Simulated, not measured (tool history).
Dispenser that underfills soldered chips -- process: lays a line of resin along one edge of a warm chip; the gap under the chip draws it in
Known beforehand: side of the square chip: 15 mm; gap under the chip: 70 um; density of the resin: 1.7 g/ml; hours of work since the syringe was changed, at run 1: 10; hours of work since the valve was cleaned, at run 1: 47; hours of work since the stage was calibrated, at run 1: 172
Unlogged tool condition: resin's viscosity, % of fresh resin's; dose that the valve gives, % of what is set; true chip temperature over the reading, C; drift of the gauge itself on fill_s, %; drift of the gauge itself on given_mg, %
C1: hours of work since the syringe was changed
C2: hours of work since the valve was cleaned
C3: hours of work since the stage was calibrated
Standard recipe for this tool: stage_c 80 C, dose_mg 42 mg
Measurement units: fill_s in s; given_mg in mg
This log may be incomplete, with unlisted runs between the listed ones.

run 1 hour=0 | stage_c=80 dose_mg=42 | C1=10 C2=47 C3=172 | fill_s=233.5 given_mg=41.39
-- hour=2.8 new syringe of resin
run 2 hour=4.4 | stage_c=80 dose_mg=42 | C1=1 C2=50 C3=175 | fill_s=109 given_mg=41.52
run 3 hour=8 | stage_c=80 dose_mg=42 | C1=4 C2=53 C3=178 | fill_s=138.1 given_mg=41.47
run 4 hour=10.9 | stage_c=87 dose_mg=42 | C1=6 C2=55 C3=180 | fill_s=135.9 given_mg=41.08
run 5 hour=17.7 | stage_c=77 dose_mg=42 | C1=11 C2=60 C3=186 | fill_s=304.9 given_mg=41.21
-- hour=18.6 new syringe of resin
run 6 hour=22.9 | stage_c=80 dose_mg=42 | C1=3 C2=64 C3=189 | fill_s=129.4 given_mg=41.18
run 7 hour=28.5 | stage_c=80 dose_mg=42 | C1=8 C2=68 C3=194 | fill_s=189.9 given_mg=40.86
run 8 hour=33.5 | stage_c=80 dose_mg=42 | C1=11 C2=72 C3=197 | fill_s=265.1 given_mg=40.79
-- hour=34.4 new syringe of resin
run 9 hour=40.7 | stage_c=80 dose_mg=42 | C1=5 C2=78 C3=203 | fill_s=149.1 given_mg=40.72
run 10 hour=47.2 | stage_c=80 dose_mg=42 | C1=10 C2=83 C3=208 | fill_s=230.5 given_mg=40.89
-- hour=50.1 new syringe of resin
run 11 hour=52.7 | stage_c=74 dose_mg=42 | C1=2 C2=87 C3=212 | fill_s=137.9 given_mg=40.75
run 12 hour=56.7 | stage_c=80 dose_mg=42 | C1=5 C2=90 C3=215 | fill_s=152.3 given_mg=40.52
run 13 hour=63.6 | stage_c=80 dose_mg=42 | C1=10 C2=95 C3=220 | fill_s=244.4 given_mg=40.99
-- hour=65.7 new syringe of resin
run 14 hour=69.4 | stage_c=80 dose_mg=42 | C1=3 C2=99 C3=224 | fill_s=123.7 given_mg=40.75
run 15 hour=75 | stage_c=80 dose_mg=42 | C1=7 C2=103 C3=228 | fill_s=185.6 given_mg=40.58
-- hour=81.4 new syringe of resin
-- hour=83 dispensing valve cleaned and set on the balance
run 16 hour=83 | stage_c=80 dose_mg=42 | C1=0 C2=0 C3=234 | fill_s=102.4 given_mg=41.94
run 17 hour=89.8 | stage_c=80 dose_mg=42 | C1=6 C2=5 C3=239 | fill_s=164.8 given_mg=41.81
run 18 hour=96.2 | stage_c=80 dose_mg=42 | C1=11 C2=10 C3=244 | fill_s=256.9 given_mg=41.52
-- hour=98.1 new syringe of resin
run 19 hour=101.3 | stage_c=76 dose_mg=35.9 | C1=2 C2=14 C3=247 | fill_s=138.3 given_mg=35.91
run 20 hour=105.7 | stage_c=89 dose_mg=36.2 | C1=6 C2=17 C3=251 | fill_s=119.6 given_mg=35.98
run 21 hour=110.2 | stage_c=80 dose_mg=50 | C1=9 C2=21 C3=254 | fill_s=214.1 given_mg=49.92
-- hour=113.7 new syringe of resin
run 22 hour=113.9 | stage_c=94 dose_mg=51.6 | C1=0 C2=23 C3=257 | fill_s=59.2 given_mg=51.54
run 23 hour=117.1 | stage_c=66 dose_mg=47.7 | C1=3 C2=26 C3=259 | fill_s=189.2 given_mg=47.22
run 24 hour=121 | stage_c=66 dose_mg=47.7 | C1=6 C2=29 C3=262 | fill_s=249.9 given_mg=47.27
run 25 hour=124.8 | stage_c=94 dose_mg=53.9 | C1=9 C2=32 C3=265 | fill_s=127 given_mg=52.79
-- hour=129.1 new syringe of resin
run 26 hour=130.6 | stage_c=86 dose_mg=47.7 | C1=1 C2=36 C3=269 | fill_s=85.7 given_mg=46.92
run 27 hour=137.4 | stage_c=87 dose_mg=53.2 | C1=6 C2=41 C3=275 | fill_s=133.8 given_mg=52.72
run 28 hour=141.4 | stage_c=87 dose_mg=53.2 | C1=9 C2=44 C3=278 | fill_s=171.9 given_mg=52.61
-- hour=144.6 new syringe of resin
run 29 hour=147 | stage_c=91 dose_mg=42.7 | C1=2 C2=48 C3=282 | fill_s=80.3 given_mg=42.31
run 30 hour=153.5 | stage_c=66 dose_mg=43.4 | C1=7 C2=53 C3=287 | fill_s=289.2 given_mg=42.53
run 31 hour=157.1 | stage_c=66 dose_mg=43.4 | C1=10 C2=56 C3=290 | fill_s=372.1 given_mg=42.28
-- hour=160.2 new syringe of resin
run 32 hour=162.5 | stage_c=66 dose_mg=51.7 | C1=2 C2=60 C3=293 | fill_s=177.7 given_mg=50.96
run 33 hour=165.4 | stage_c=66 dose_mg=51.7 | C1=4 C2=62 C3=296 | fill_s=217.2 given_mg=50.13
run 34 hour=168.3 | stage_c=90 dose_mg=52.4 | C1=6 C2=64 C3=298 | fill_s=117.3 given_mg=51.6
run 35 hour=175.1 | stage_c=90 dose_mg=52.4 | C1=11 C2=69 C3=303 | fill_s=191 given_mg=51.14

Branching from run 35: 5 alternative next runs. What would each branch give?
-- hour=175.9 new syringe of resin
run A hour=179.4 | stage_c=87 dose_mg=48.8 | C1=3 C2=72 C3=306 | fill_s=? given_mg=?
-- hour=175.9 new syringe of resin
run B hour=179.4 | stage_c=91 dose_mg=38.2 | C1=3 C2=72 C3=306 | fill_s=? given_mg=?
-- hour=175.9 new syringe of resin
run C hour=179.4 | stage_c=85 dose_mg=52.4 | C1=3 C2=72 C3=306 | fill_s=? given_mg=?
-- hour=175.9 new syringe of resin
run D hour=179.4 | stage_c=80 dose_mg=51.8 | C1=3 C2=72 C3=306 | fill_s=? given_mg=?
-- hour=175.9 new syringe of resin
run E hour=179.4 | stage_c=91 dose_mg=46.9 | C1=3 C2=72 C3=306 | fill_s=? given_mg=?

run=A fill_s=96.7 given_mg=47.7
run=B fill_s=90 given_mg=37.43
run=C fill_s=104.2 given_mg=51.43
run=D fill_s=122.4 given_mg=50.47
run=E fill_s=86.5 given_mg=45.9
Without the tool's unlogged condition, the same runs would have read:
run=A fill_s=75.4 given_mg=48.85
run=B fill_s=69.8 given_mg=38.33
run=C fill_s=81.3 given_mg=52.67
run=D fill_s=95.5 given_mg=51.69
run=E fill_s=67.4 given_mg=47.01

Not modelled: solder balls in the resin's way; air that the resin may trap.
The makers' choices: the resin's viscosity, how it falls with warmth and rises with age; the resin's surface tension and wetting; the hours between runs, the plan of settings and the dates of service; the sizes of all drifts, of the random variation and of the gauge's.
